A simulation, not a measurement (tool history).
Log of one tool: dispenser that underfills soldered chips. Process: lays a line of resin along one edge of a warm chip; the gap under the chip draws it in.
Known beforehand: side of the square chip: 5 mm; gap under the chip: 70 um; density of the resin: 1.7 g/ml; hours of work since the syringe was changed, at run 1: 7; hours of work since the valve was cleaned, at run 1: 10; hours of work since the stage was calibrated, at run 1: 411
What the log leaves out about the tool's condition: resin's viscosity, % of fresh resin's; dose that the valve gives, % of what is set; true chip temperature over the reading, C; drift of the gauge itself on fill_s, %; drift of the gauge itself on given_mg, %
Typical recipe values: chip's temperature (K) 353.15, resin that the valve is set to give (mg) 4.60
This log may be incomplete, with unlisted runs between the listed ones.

run	hour	chip's temperature (K)	resin that the valve is set to give (mg)	hours of work since the syringe was changed	hours of work since the valve was cleaned	hours of work since the stage was calibrated	time until the resin shows at the far edge (s)	resin that the valve gave (mg)
1	0.0	353.15	4.60	7	10	411	47.4	4.61
# hour 2.2: new syringe of resin
2	14.2	353.15	4.60	8	19	421	49.5	4.57
# hour 15.6: new syringe of resin
3	23.0	353.15	4.60	5	25	427	39.9	4.56
# hour 28.4: new syringe of resin
4	34.2	353.15	4.60	4	33	434	38.0	4.54
# hour 41.4: new syringe of resin
5	43.6	343.15	4.60	2	39	441	50.6	4.53
# hour 49.4: dispensing valve cleaned and set on the balance
# hour 55.3: new syringe of resin
6	56.7	353.15	4.60	1	5	449	30.6	4.60
# hour 68.3: new syringe of resin
7	69.7	353.15	4.60	1	14	458	30.1	4.57
# hour 81.6: new syringe of resin
8	84.2	353.15	4.60	2	24	468	33.3	4.56
# hour 94.3: new syringe of resin
9	95.9	353.15	4.60	1	32	476	31.2	4.53
# hour 107.2: new syringe of resin
10	109.9	353.15	4.25	2	41	485	33.2	4.17
# hour 113.2: dispensing valve cleaned and set on the balance
# hour 121.1: new syringe of resin
11	126.4	353.15	4.25	4	9	496	36.9	4.23
# hour 134.2: new syringe of resin
12	136.2	353.15	4.25	1	16	503	31.9	4.24
13	145.0	353.15	4.25	8	22	509	47.5	4.22
# hour 147.6: new syringe of resin
14	156.3	353.15	4.25	6	30	517	42.6	4.21
# hour 160.6: new syringe of resin
15	172.4	353.15	4.25	8	41	527	49.4	4.19
# hour 173.7: new syringe of resin
# hour 176.3: dispensing valve cleaned and set on the balance
16	183.3	353.15	4.58	6	5	534	41.5	4.57
# hour 188.3: new syringe of resin
17	190.6	353.15	4.60	2	10	539	32.0	4.57
# hour 201.2: new syringe of resin
18	201.2	352.15	5.80	0	17	546	29.0	5.76
19	212.0	352.15	5.80	8	25	554	48.1	5.75
# hour 214.8: new syringe of resin
20	219.4	352.15	5.80	3	30	559	35.8	5.72
# hour 227.7: new syringe of resin
21	231.0	347.15	4.09	2	37	567	44.1	4.02
# hour 239.5: dispensing valve cleaned and set on the balance
# hour 241.3: new syringe of resin
22	248.0	356.15	5.95	5	6	578	32.1	5.95
# hour 255.2: new syringe of resin
23	261.1	354.15	4.71	4	15	587	34.6	4.66
# hour 268.3: new syringe of resin
24	268.6	350.15	4.54	0	20	592	32.5	4.49
25	278.8	339.15	4.02	7	27	599	88.3	3.98
# hour 281.0: new syringe of resin
26	290.0	355.15	4.15	6	34	606	38.8	4.08
# hour 294.3: new syringe of resin
# hour 302.9: dispensing valve cleaned and set on the balance
27	305.2	355.15	4.15	7	2	616	39.7	4.17
# hour 308.4: new syringe of resin
# hour 318.7: stage's temperature calibrated
28	321.3	355.15	4.60	8	12	2	50.4	4.59
# hour 323.0: new syringe of resin
29	333.9	365.15	4.78	8	21	10	30.8	4.74
# hour 336.9: new syringe of resin
30	345.0	365.15	4.78	6	28	18	27.4	4.75
# hour 349.9: new syringe of resin
31	361.5	365.15	4.78	8	39	29	32.5	4.73
# hour 362.6: new syringe of resin
# hour 366.9: dispensing valve cleaned and set on the balance
# hour 376.4: new syringe of resin
32	379.2	358.15	4.49	2	8	41	28.1	4.50
# hour 389.8: new syringe of resin
33	394.1	358.15	4.49	3	19	51	31.4	4.48

Entry by entry between the runs, the difference in hidden state between the last listed run before and the first listed run after:
In the gap between runs 1 and 2: new syringe of resin (hour 2.2)
  resin's viscosity, % of fresh resin's: 163.3 -> 171.7; dose that the valve gives, % of what is set: 99.7 -> 99.33; true chip temperature over the reading, C: 2.35 -> 2.4
  measured minus no-state result, time until the resin shows at the far edge (s): +15.0 -> +17.4; resin that the valve gave (mg): -0.02 -> -0.03
In the gap between runs 2 and 3: new syringe of resin (hour 15.6)
  resin's viscosity, % of fresh resin's: 171.7 -> 139.2; dose that the valve gives, % of what is set: 99.33 -> 99.08; true chip temperature over the reading, C: 2.4 -> 2.44
  measured minus no-state result, time until the resin shows at the far edge (s): +17.4 -> +8.1; resin that the valve gave (mg): -0.03 -> -0.04
In the gap between runs 3 and 4: new syringe of resin (hour 28.4)
  resin's viscosity, % of fresh resin's: 139.2 -> 128.8; dose that the valve gives, % of what is set: 99.08 -> 98.8; true chip temperature over the reading, C: 2.44 -> 2.48
  measured minus no-state result, time until the resin shows at the far edge (s): +8.1 -> +5.1; resin that the valve gave (mg): -0.04 -> -0.06
In the gap between runs 4 and 5: new syringe of resin (hour 41.4)
  resin's viscosity, % of fresh resin's: 128.8 -> 109.8; dose that the valve gives, % of what is set: 98.8 -> 98.57; true chip temperature over the reading, C: 2.48 -> 2.51
  measured minus no-state result, time until the resin shows at the far edge (s): +5.1 -> -1.2; resin that the valve gave (mg): -0.06 -> -0.07
In the gap between runs 5 and 6: dispensing valve cleaned and set on the balance (hour 49.4); new syringe of resin (hour 55.3)
  resin's viscosity, % of fresh resin's: 109.8 -> 106.6; dose that the valve gives, % of what is set: 98.57 -> 99.63; true chip temperature over the reading, C: 2.51 -> 2.56
  measured minus no-state result, time until the resin shows at the far edge (s): -1.2 -> -1.5; resin that the valve gave (mg): -0.07 -> -0.02
In the gap between runs 6 and 7: new syringe of resin (hour 68.3)
  resin's viscosity, % of fresh resin's: 106.6 -> 106.5; dose that the valve gives, % of what is set: 99.63 -> 99.3; true chip temperature over the reading, C: 2.56 -> 2.61
  measured minus no-state result, time until the resin shows at the far edge (s): -1.5 -> -1.6; resin that the valve gave (mg): -0.02 -> -0.03
In the gap between runs 7 and 8: new syringe of resin (hour 81.6)
  resin's viscosity, % of fresh resin's: 106.5 -> 113.7; dose that the valve gives, % of what is set: 99.3 -> 98.92; true chip temperature over the reading, C: 2.61 -> 2.67
  measured minus no-state result, time until the resin shows at the far edge (s): -1.6 -> +0.4; resin that the valve gave (mg): -0.03 -> -0.05
In the gap between runs 8 and 9: new syringe of resin (hour 94.3)
  resin's viscosity, % of fresh resin's: 113.7 -> 108; dose that the valve gives, % of what is set: 98.92 -> 98.6; true chip temperature over the reading, C: 2.67 -> 2.71
  measured minus no-state result, time until the resin shows at the far edge (s): +0.4 -> -1.4; resin that the valve gave (mg): -0.05 -> -0.06
In the gap between runs 9 and 10: new syringe of resin (hour 107.2)
  resin's viscosity, % of fresh resin's: 108 -> 113.3; dose that the valve gives, % of what is set: 98.6 -> 98.23; true chip temperature over the reading, C: 2.71 -> 2.76
  measured minus no-state result, time until the resin shows at the far edge (s): -1.4 -> +0.1; resin that the valve gave (mg): -0.06 -> -0.08
In the gap between runs 10 and 11: dispensing valve cleaned and set on the balance (hour 113.2); new syringe of resin (hour 121.1)
  resin's viscosity, % of fresh resin's: 113.3 -> 126.4; dose that the valve gives, % of what is set: 98.23 -> 99.83; true chip temperature over the reading, C: 2.76 -> 2.82
  measured minus no-state result, time until the resin shows at the far edge (s): +0.1 -> +3.8; resin that the valve gave (mg): -0.08 -> -0.01
In the gap between runs 11 and 12: new syringe of resin (hour 134.2)
  resin's viscosity, % of fresh resin's: 126.4 -> 110.4; dose that the valve gives, % of what is set: 99.83 -> 99.57; true chip temperature over the reading, C: 2.82 -> 2.86
  measured minus no-state result, time until the resin shows at the far edge (s): +3.8 -> -0.9; resin that the valve gave (mg): -0.01 -> -0.02
In the gap between runs 13 and 14: new syringe of resin (hour 147.6)
  resin's viscosity, % of fresh resin's: 164 -> 148.2; dose that the valve gives, % of what is set: 99.35 -> 99.06; true chip temperature over the reading, C: 2.89 -> 2.94
  measured minus no-state result, time until the resin shows at the far edge (s): +14.5 -> +9.9; resin that the valve gave (mg): -0.03 -> -0.04
In the gap between runs 14 and 15: new syringe of resin (hour 160.6)
  resin's viscosity, % of fresh resin's: 148.2 -> 170.3; dose that the valve gives, % of what is set: 99.06 -> 98.62; true chip temperature over the reading, C: 2.94 -> 3
  measured minus no-state result, time until the resin shows at the far edge (s): +9.9 -> +16.1; resin that the valve gave (mg): -0.04 -> -0.06
In the gap between runs 15 and 16: new syringe of resin (hour 173.7); dispensing valve cleaned and set on the balance (hour 176.3)
  resin's viscosity, % of fresh resin's: 170.3 -> 146.5; dose that the valve gives, % of what is set: 98.62 -> 99.62; true chip temperature over the reading, C: 3 -> 3.03
  measured minus no-state result, time until the resin shows at the far edge (s): +16.1 -> +9.0; resin that the valve gave (mg): -0.06 -> -0.02
In the gap between runs 16 and 17: new syringe of resin (hour 188.3)
  resin's viscosity, % of fresh resin's: 146.5 -> 112.1; dose that the valve gives, % of what is set: 99.62 -> 99.45; true chip temperature over the reading, C: 3.03 -> 3.06
  measured minus no-state result, time until the resin shows at the far edge (s): +9.0 -> -0.7; resin that the valve gave (mg): -0.02 -> -0.02
In the gap between runs 17 and 18: new syringe of resin (hour 201.2)
  resin's viscosity, % of fresh resin's: 112.1 -> 102.1; dose that the valve gives, % of what is set: 99.45 -> 99.18; true chip temperature over the reading, C: 3.06 -> 3.1
  measured minus no-state result, time until the resin shows at the far edge (s): -0.7 -> -3.6; resin that the valve gave (mg): -0.02 -> -0.05
In the gap between runs 19 and 20: new syringe of resin (hour 214.8)
  resin's viscosity, % of fresh resin's: 167.1 -> 123.6; dose that the valve gives, % of what is set: 98.89 -> 98.71; true chip temperature over the reading, C: 3.14 -> 3.17
  measured minus no-state result, time until the resin shows at the far edge (s): +15.1 -> +2.4; resin that the valve gave (mg): -0.06 -> -0.08
In the gap between runs 20 and 21: new syringe of resin (hour 227.7)
  resin's viscosity, % of fresh resin's: 123.6 -> 117; dose that the valve gives, % of what is set: 98.71 -> 98.39; true chip temperature over the reading, C: 3.17 -> 3.21
  measured minus no-state result, time until the resin shows at the far edge (s): +2.4 -> +0.5; resin that the valve gave (mg): -0.08 -> -0.07
In the gap between runs 21 and 22: dispensing valve cleaned and set on the balance (hour 239.5); new syringe of resin (hour 241.3)
  resin's viscosity, % of fresh resin's: 117 -> 132.8; dose that the valve gives, % of what is set: 98.39 -> 99.62; true chip temperature over the reading, C: 3.21 -> 3.27
  measured minus no-state result, time until the resin shows at the far edge (s): +0.5 -> +4.1; resin that the valve gave (mg): -0.07 -> -0.02
In the gap between runs 22 and 23: new syringe of resin (hour 255.2)
  resin's viscosity, % of fresh resin's: 132.8 -> 130.6; dose that the valve gives, % of what is set: 99.62 -> 99.26; true chip temperature over the reading, C: 3.27 -> 3.33
  measured minus no-state result, time until the resin shows at the far edge (s): +4.1 -> +3.9; resin that the valve gave (mg): -0.02 -> -0.04
In the gap between runs 23 and 24: new syringe of resin (hour 268.3)
  resin's viscosity, % of fresh resin's: 130.6 -> 101.3; dose that the valve gives, % of what is set: 99.26 -> 99.06; true chip temperature over the reading, C: 3.33 -> 3.35
  measured minus no-state result, time until the resin shows at the far edge (s): +3.9 -> -4.9; resin that the valve gave (mg): -0.04 -> -0.04
In the gap between runs 25 and 26: new syringe of resin (hour 281.0)
  resin's viscosity, % of fresh resin's: 160.7 -> 150; dose that the valve gives, % of what is set: 98.78 -> 98.48; true chip temperature over the reading, C: 3.39 -> 3.44
  measured minus no-state result, time until the resin shows at the far edge (s): +23.8 -> +8.7; resin that the valve gave (mg): -0.05 -> -0.06
In the gap between runs 26 and 27: new syringe of resin (hour 294.3); dispensing valve cleaned and set on the balance (hour 302.9)
  resin's viscosity, % of fresh resin's: 150 -> 156.7; dose that the valve gives, % of what is set: 98.48 -> 100.27; true chip temperature over the reading, C: 3.44 -> 3.49
  measured minus no-state result, time until the resin shows at the far edge (s): +8.7 -> +10.2; resin that the valve gave (mg): -0.06 -> +0.02
In the gap between runs 27 and 28: new syringe of resin (hour 308.4); stage's temperature calibrated (hour 318.7)
  resin's viscosity, % of fresh resin's: 156.7 -> 171.3; dose that the valve gives, % of what is set: 100.27 -> 99.84; true chip temperature over the reading, C: 3.49 -> 0.12
  measured minus no-state result, time until the resin shows at the far edge (s): +10.2 -> +20.8; resin that the valve gave (mg): +0.02 -> -0.01
In the gap between runs 28 and 29: new syringe of resin (hour 323.0)
  resin's viscosity, % of fresh resin's: 171.3 -> 163.1; dose that the valve gives, % of what is set: 99.84 -> 99.48; true chip temperature over the reading, C: 0.12 -> 0.17
  measured minus no-state result, time until the resin shows at the far edge (s): +20.8 -> +11.8; resin that the valve gave (mg): -0.01 -> -0.02
In the gap between runs 29 and 30: new syringe of resin (hour 336.9)
  resin's viscosity, % of fresh resin's: 163.1 -> 143.5; dose that the valve gives, % of what is set: 99.48 -> 99.21; true chip temperature over the reading, C: 0.17 -> 0.21
  measured minus no-state result, time until the resin shows at the far edge (s): +11.8 -> +8.1; resin that the valve gave (mg): -0.02 -> -0.04
In the gap between runs 30 and 31: new syringe of resin (hour 349.9)
  resin's viscosity, % of fresh resin's: 143.5 -> 172.3; dose that the valve gives, % of what is set: 99.21 -> 98.76; true chip temperature over the reading, C: 0.21 -> 0.28
  measured minus no-state result, time until the resin shows at the far edge (s): +8.1 -> +13.4; resin that the valve gave (mg): -0.04 -> -0.06
In the gap between runs 31 and 32: new syringe of resin (hour 362.6); dispensing valve cleaned and set on the balance (hour 366.9); new syringe of resin (hour 376.4)
  resin's viscosity, % of fresh resin's: 172.3 -> 112.5; dose that the valve gives, % of what is set: 98.76 -> 100.07; true chip temperature over the reading, C: 0.28 -> 0.33
  measured minus no-state result, time until the resin shows at the far edge (s): +13.4 -> +2.8; resin that the valve gave (mg): -0.06 -> +0.01
In the gap between runs 32 and 33: new syringe of resin (hour 389.8)
  resin's viscosity, % of fresh resin's: 112.5 -> 121.7; dose that the valve gives, % of what is set: 100.07 -> 99.66; true chip temperature over the reading, C: 0.33 -> 0.39
  measured minus no-state result, time until the resin shows at the far edge (s): +2.8 -> +5.1; resin that the valve gave (mg): +0.01 -> -0.01
